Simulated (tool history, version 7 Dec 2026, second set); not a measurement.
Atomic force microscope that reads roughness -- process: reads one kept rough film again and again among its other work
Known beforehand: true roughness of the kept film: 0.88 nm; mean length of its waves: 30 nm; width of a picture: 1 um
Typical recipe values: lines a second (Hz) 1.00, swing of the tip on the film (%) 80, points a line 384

run	hour	lines a second (Hz)	swing of the tip on the film (%)	points a line	roughness of the kept film (nm (root mean square))
1	0.0	1.00	80	384	0.736
2	7.1	1.00	80	384	0.778
3	12.8	1.00	74	384	0.787
4	23.0	1.00	74	384	0.774
5	30.2	1.00	74	384	0.771
6	38.3	1.00	80	384	0.753
7	46.7	1.00	80	545	0.744
8	53.9	3.71	80	384	0.624
9	59.2	3.71	80	384	0.624
10	68.9	3.71	80	384	0.621
11	74.0	3.71	80	384	0.615
12	80.9	1.21	80	384	0.742
13	85.8	1.21	80	384	0.729
14	96.5	1.00	80	384	0.777
15	106.6	1.00	80	384	0.764
16	111.3	0.91	80	384	0.764
17	121.6	0.91	80	384	0.759
18	130.2	0.91	80	384	0.753
19	141.6	2.95	80	384	0.669
20	150.1	1.62	80	769	0.736
21	159.0	1.00	64	825	0.808
22	167.5	1.00	61	825	0.804
23	175.0	0.69	74	679	0.787
24	186.2	3.04	61	276	0.767
25	193.5	3.04	61	276	0.765
26	204.2	0.72	58	491	0.829
27	214.0	0.91	56	515	0.818
28	220.4	2.19	83	384	0.665
29	227.9	2.70	83	917	0.636
30	233.4	2.70	64	423	0.771
31	239.5	0.90	64	321	0.817
32	250.1	2.06	80	276	0.698
33	256.3	3.23	74	330	0.679
34	265.8	0.76	74	330	0.780
35	275.6	0.76	74	330	0.774
36	281.1	1.00	55	486	0.829
37	287.5	1.00	55	486	0.825
38	294.8	2.07	80	307	0.698

Removed from this log: 9 entries logged between the listed runs. Between which two listed runs does each belong, and how does the tool's hidden state at the listed run before it compare with that at the listed run after it?
Between runs 1 and 2: new tip fitted (hour 3.0)
  radius of the tip, nm: 20.9 -> 8.6
  what was measured, less what the result would be without the hidden state, roughness of the kept film (nm (root mean square)): -0.038 -> -0.004
Between runs 7 and 8: new tip fitted (hour 48.9)
  radius of the tip, nm: 19.3 -> 8.9
  what was measured, less what the result would be without the hidden state, roughness of the kept film (nm (root mean square)): -0.035 -> -0.004
Between runs 13 and 14: new tip fitted (hour 94.2)
  radius of the tip, nm: 18.1 -> 8.3
  what was measured, less what the result would be without the hidden state, roughness of the kept film (nm (root mean square)): -0.030 -> -0.004
Between runs 18 and 19: new tip fitted (hour 139.7)
  radius of the tip, nm: 18.5 -> 8
  what was measured, less what the result would be without the hidden state, roughness of the kept film (nm (root mean square)): -0.032 -> -0.003
Between runs 19 and 20: height scale calibrated on a step standard (hour 143.2)
  radius of the tip, nm: 8 -> 10.3; height scale over the true one, %: 0.05 -> 0.07
  what was measured, less what the result would be without the hidden state, roughness of the kept film (nm (root mean square)): -0.003 -> -0.008
Between runs 23 and 24: new tip fitted (hour 185.7)
  radius of the tip, nm: 17.3 -> 7
  what was measured, less what the result would be without the hidden state, roughness of the kept film (nm (root mean square)): -0.030 -> +0.001
Between runs 25 and 26: height scale calibrated on a step standard, once more (hour 199.0)
  radius of the tip, nm: 9.1 -> 11.8; height scale over the true one, %: 0.09 -> 0.15
  what was measured, less what the result would be without the hidden state, roughness of the kept film (nm (root mean square)): -0.005 -> -0.013
Between runs 29 and 30: new tip fitted (hour 232.5)
  radius of the tip, nm: 18.6 -> 7.8
  what was measured, less what the result would be without the hidden state, roughness of the kept film (nm (root mean square)): -0.026 -> -0.001
Between runs 35 and 36: new tip fitted (hour 277.7)
  radius of the tip, nm: 19.8 -> 8.6
  what was measured, less what the result would be without the hidden state, roughness of the kept film (nm (root mean square)): -0.036 -> -0.004
